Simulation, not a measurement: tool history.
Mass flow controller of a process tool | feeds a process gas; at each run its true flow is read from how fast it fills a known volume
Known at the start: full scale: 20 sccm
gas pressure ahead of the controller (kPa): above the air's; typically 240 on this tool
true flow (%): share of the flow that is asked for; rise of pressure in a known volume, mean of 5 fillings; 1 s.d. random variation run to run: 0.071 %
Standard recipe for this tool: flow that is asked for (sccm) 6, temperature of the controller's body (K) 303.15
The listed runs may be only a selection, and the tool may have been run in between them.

run,hour,flow that is asked for (sccm),gas pressure ahead of the controller (kPa),temperature of the controller's body (K),true flow (%)
1,0,6,240,303.15,100.37
2,101.1,6,179,303.15,100.2
3,158.3,4,240,303.15,100.65
4,249.3,4,240,303.15,100.7
5,348.1,4,240,303.15,100.96
6,409.8,4,240,303.15,100.99
7,487.7,4,240,303.15,101.06
8,560.3,6,240,303.15,101.52
9,606.2,6,240,303.15,101.48
10,662.4,6,240,303.15,101.58
11,760.6,6,230,303.15,101.69
12,816.2,6,240,303.15,101.95
13,872.3,6,240,303.15,101.95
14,930.2,6,240,303.15,101.94
15,982.5,6,240,303.15,102.15
# hour 989.9: gauge calibrated
16,1073.8,6,240,303.15,100.53
17,1174.8,6,240,303.15,100.59
18,1272.5,6,240,303.15,100.89
19,1318.6,6,240,293.15,99.89
20,1367.7,6,240,293.15,99.83
21,1438.2,6,240,293.15,100.15
22,1510.1,6,273,303.15,101.55
23,1596.5,6,273,303.15,101.74
24,1671.7,6,240,303.15,101.54
25,1746.7,8,165,296.15,100.47
26,1830.4,9,185,306.15,101.94
27,1924.7,6,154,310.15,102.24
28,1971.2,6,255,310.15,102.96
29,2013.3,6,194,310.15,102.72
# hour 2046: gauge calibrated
30,2118.3,6,194,310.15,100.91
31,2199.6,7,209,311.15,101.33
32,2263.4,7,235,302.15,100.69
33,2325.3,12,235,308.15,101.57
34,2412.2,6,146,303.15,100.37
35,2454.5,6,193,303.15,100.83
36,2533.3,6,214,303.15,101.06
37,2636.5,7,205,301.15,100.91
38,2712.9,2,168,297.15,100.34
39,2771.1,2,168,297.15,100.42
40,2868.4,2,168,303.15,101.36
41,2960.3,2,240,301.15,101.6
# hour 2986: gauge calibrated
42,3018.4,14,256,306.15,101.15
43,3074.8,18,240,303.15,100.86
44,3125.2,18,240,303.15,101.04
45,3173.4,18,240,303.15,101.08
46,3277.8,3,278,306.15,101.26
47,3358.9,3,224,293.15,99.78
48,3458.3,3,224,293.15,99.88

Branching from run 48: 3 alternative next runs. What would each branch give?
A,3557.7,3,147,304.15,?
B,3557.7,3,153,294.15,?
C,3557.7,15,151,305.15,?

run,true flow (%)
A,100.93
B,99.76
C,101.42
Stripped of hidden state, with their random variation kept, the same runs would have yielded:
run,true flow (%)
A,99.88
B,98.72
C,100.34
